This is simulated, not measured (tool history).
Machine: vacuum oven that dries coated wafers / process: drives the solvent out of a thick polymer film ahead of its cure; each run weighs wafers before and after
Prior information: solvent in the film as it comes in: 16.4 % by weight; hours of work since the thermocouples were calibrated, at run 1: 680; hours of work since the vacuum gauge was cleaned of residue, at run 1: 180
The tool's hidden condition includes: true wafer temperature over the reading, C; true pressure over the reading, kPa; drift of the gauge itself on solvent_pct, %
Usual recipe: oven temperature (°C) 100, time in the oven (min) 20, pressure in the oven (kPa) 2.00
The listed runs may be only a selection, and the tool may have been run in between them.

| run | hour | oven temperature (°C) | time in the oven (min) | pressure in the oven (kPa) | hours of work since the thermocouples were calibrated | hours of work since the vacuum gauge was cleaned of residue | solvent left in the film (%) |
|---|---|---|---|---|---|---|---|
| 1 | 0.0 | 100 | 20 | 2.00 | 680 | 180 | 1.85 |
| 2 | 33.4 | 100 | 20 | 2.00 | 701 | 201 | 1.78 |
| 3 | 71.3 | 100 | 20 | 2.00 | 726 | 226 | 1.78 |
| 4 | 99.8 | 100 | 20 | 2.00 | 744 | 244 | 1.81 |
| 5 | 129.5 | 100 | 20 | 2.00 | 763 | 263 | 1.86 |
| 6 | 170.3 | 100 | 20 | 2.00 | 790 | 290 | 1.82 |
| 7 | 211.8 | 100 | 20 | 2.00 | 816 | 316 | 1.95 |
| 8 | 246.4 | 100 | 20 | 1.50 | 839 | 339 | 1.66 |
| 9 | 295.5 | 100 | 15 | 1.50 | 871 | 370 | 2.31 |
| 10 | 327.1 | 114 | 20 | 1.11 | 891 | 391 | 0.37 |
| 11 | 370.5 | 97 | 16 | 1.03 | 919 | 419 | 2.78 |
| 12 | 404.2 | 92 | 20 | 7.72 | 941 | 441 | 7.55 |
| 13 | 429.6 | 100 | 11 | 6.36 | 957 | 457 | 5.83 |

Alternative continuations, all from the tool just after run 13; predict every row:
| A | 456.9 | 111 | 20 | 1.88 | 975 | 475 | ? |
| B | 456.9 | 100 | 22 | 4.50 | 975 | 475 | ? |
| C | 456.9 | 100 | 15 | 6.36 | 975 | 475 | ? |
| D | 456.9 | 101 | 11 | 1.40 | 975 | 475 | ? |
| E | 456.9 | 100 | 11 | 5.36 | 975 | 475 | ? |

| run | solvent left in the film (%) |
|---|---|
| A | 0.77 |
| B | 3.02 |
| C | 4.77 |
| D | 3.32 |
| E | 5.33 |
Without the tool's hidden state the same runs would have given:
| run | solvent left in the film (%) |
|---|---|
| A | 0.64 |
| B | 2.63 |
| C | 4.22 |
| D | 2.77 |
| E | 4.71 |
